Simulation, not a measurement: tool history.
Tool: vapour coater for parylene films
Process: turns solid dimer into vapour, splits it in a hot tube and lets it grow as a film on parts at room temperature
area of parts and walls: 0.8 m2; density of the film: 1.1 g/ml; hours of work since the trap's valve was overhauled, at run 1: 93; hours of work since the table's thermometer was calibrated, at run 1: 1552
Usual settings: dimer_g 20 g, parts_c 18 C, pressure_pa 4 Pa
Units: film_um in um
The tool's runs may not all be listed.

| run | hour | dimer_g | parts_c | pressure_pa | hours of work since the trap's valve was overhauled | hours of work since the table's thermometer was calibrated | film_um |
|---|---|---|---|---|---|---|---|
| 1 | 0 | 20 | 18 | 4 | 93 | 1552 | 16.33 |
| 2 | 71 | 20 | 18 | 4 | 155 | 1613 | 16.25 |
| 3 | 152.5 | 20 | 18 | 4 | 225 | 1683 | 15.86 |
|  | 166.8 | table's thermometer calibrated |
| 4 | 194.7 | 20 | 18 | 4 | 260 | 24 | 15.4 |
| 5 | 268.2 | 20 | 18 | 4 | 324 | 87 | 15.13 |
| 6 | 312.6 | 14 | 18 | 4 | 362 | 126 | 10.68 |
| 7 | 393.8 | 20 | 18 | 4 | 432 | 196 | 15.16 |
| 8 | 475.6 | 20 | 18 | 4 | 502 | 266 | 14.8 |
| 9 | 511 | 20 | 18 | 4 | 533 | 297 | 14.9 |
| 10 | 549.1 | 20 | 18 | 4 | 566 | 329 | 14.87 |
|  | 592.3 | trap's valve overhauled |
| 11 | 602.1 | 11 | 18 | 4 | 8 | 372 | 8.82 |
| 12 | 646.7 | 11 | 18 | 4 | 47 | 410 | 8.82 |
| 13 | 717.7 | 20 | 18 | 8.96 | 108 | 471 | 13.16 |
| 14 | 800.5 | 20 | 18 | 8.96 | 179 | 542 | 13.1 |
| 15 | 881.3 | 20 | 18 | 8.96 | 249 | 612 | 13.15 |
| 16 | 966.7 | 23 | 18 | 4 | 323 | 686 | 17.76 |
| 17 | 1027.9 | 23 | 18 | 4 | 375 | 738 | 17.42 |
| 18 | 1089.5 | 20 | 18 | 5.27 | 428 | 792 | 14.15 |
| 19 | 1174.7 | 25 | 18 | 5.27 | 502 | 865 | 17.81 |
| 20 | 1229.3 | 25 | 18 | 5.27 | 549 | 912 | 17.34 |
|  | 1289.2 | trap's valve overhauled |
| 21 | 1319.1 | 15 | 18 | 11.13 | 26 | 986 | 9.83 |
| 22 | 1373.2 | 26 | 30 | 2.59 | 72 | 1033 | 18.99 |
| 23 | 1433.5 | 26 | 13 | 6.4 | 124 | 1084 | 20.3 |
| 24 | 1488.5 | 14 | 13 | 7.23 | 172 | 1132 | 10.64 |
| 25 | 1562.9 | 29 | 29 | 10.85 | 236 | 1196 | 15.26 |
| 26 | 1637.1 | 8 | 16 | 2.54 | 300 | 1260 | 7.23 |
| 27 | 1677.7 | 8 | 14 | 4 | 335 | 1295 | 6.6 |
| 28 | 1744.6 | 14 | 11 | 7.98 | 392 | 1352 | 10.38 |
| 29 | 1822.2 | 16 | 24 | 4 | 459 | 1419 | 10.93 |
| 30 | 1877.5 | 9 | 14 | 4.81 | 507 | 1467 | 6.97 |
| 31 | 1924.7 | 20 | 18 | 2.5 | 548 | 1508 | 16.7 |
| 32 | 1970.5 | 30 | 18 | 4 | 587 | 1547 | 22.64 |
|  | 1987.4 | trap's valve overhauled |
| 33 | 2009.7 | 21 | 18 | 4 | 19 | 1577 | 17.13 |
| 34 | 2075.9 | 21 | 18 | 9.04 | 76 | 1634 | 14.34 |
|  | 2142.2 | table's thermometer calibrated |
| 35 | 2151.6 | 9 | 13 | 6.97 | 141 | 8 | 6.84 |
| 36 | 2197.7 | 13 | 17 | 6.73 | 180 | 48 | 9.27 |
| 37 | 2241.8 | 13 | 17 | 6.73 | 218 | 86 | 9.31 |
| 38 | 2282.2 | 20 | 14 | 10.4 | 253 | 121 | 13.49 |
| 39 | 2326.2 | 8 | 21 | 9.59 | 291 | 159 | 4.85 |

Hidden state at the last listed run before each entry between runs and at the first one after, where it differs:
Between runs 3 and 4: table's thermometer calibrated (hour 166.8)
  vapour lost through the trap's worn valve, %: 3.6 -> 4.1; true temperature of the parts over the reading, C: -1.06 -> -0.08
  measured less the result without the state, film_um: -0.3 -> -0.63 um
Between runs 10 and 11: trap's valve overhauled (hour 592.3)
  vapour lost through the trap's worn valve, %: 8.6 -> 0.7; true temperature of the parts over the reading, C: -0.3 -> -0.34
  measured less the result without the state, film_um: -1.32 -> -0.01 um
Between runs 20 and 21: trap's valve overhauled (hour 1289.2)
  vapour lost through the trap's worn valve, %: 8.6 -> 0.4; true temperature of the parts over the reading, C: -0.72 -> -0.77
  measured less the result without the state, film_um: -1.41 -> +0.08 um
Between runs 32 and 33: trap's valve overhauled (hour 1987.4)
  vapour lost through the trap's worn valve, %: 8.6 -> 0.3; true temperature of the parts over the reading, C: -1.18 -> -1.2
  measured less the result without the state, film_um: -1.65 -> +0.28 um
Between runs 34 and 35: table's thermometer calibrated (hour 2142.2)
  vapour lost through the trap's worn valve, %: 1.1 -> 2; true temperature of the parts over the reading, C: -1.24 -> 0.15
  measured less the result without the state, film_um: +0.14 -> -0.16 um
